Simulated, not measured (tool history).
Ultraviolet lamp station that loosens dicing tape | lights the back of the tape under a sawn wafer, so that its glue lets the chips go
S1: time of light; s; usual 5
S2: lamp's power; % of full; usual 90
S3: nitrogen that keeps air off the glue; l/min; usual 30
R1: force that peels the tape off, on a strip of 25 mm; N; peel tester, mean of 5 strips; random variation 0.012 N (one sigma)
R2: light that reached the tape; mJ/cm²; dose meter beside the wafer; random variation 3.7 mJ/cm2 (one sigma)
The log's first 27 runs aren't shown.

| run | day | S1 | S2 | S3 | R1 | R2 |
|---|---|---|---|---|---|---|
| 28 | 23.133 | 2 | 90 | 47 | 2.096 | 251 |
| 29 | 23.846 | 2 | 90 | 47 | 2.072 | 250 |
| 30 | 24.95 | 4 | 66 | 14 | 2.206 | 373 |
| 31 | 25.821 | 8 | 66 | 43 | 0.342 | 743 |
| 32 | 26.688 | 8 | 90 | 13 | 0.431 | 1010 |
| 33 | 27.479 | 4 | 69 | 29 | 1.412 | 391 |
| 34 | 28.246 | 2 | 68 | 12 | 4.288 | 191 |
| 35 | 29.412 | 2 | 68 | 12 | 4.293 | 190 |
| 36 | 30.596 | 2 | 68 | 12 | 4.188 | 192 |

The next listed run, before its measurement:
| 37 | 31.279 | 5 | 63 | 10 | ? | ? |

{"run 37": {"R1": 2.069, "R2": 438}}
Without the tool's hidden state the same run would have given R1 2.062 N, R2 439 mJ/cm².
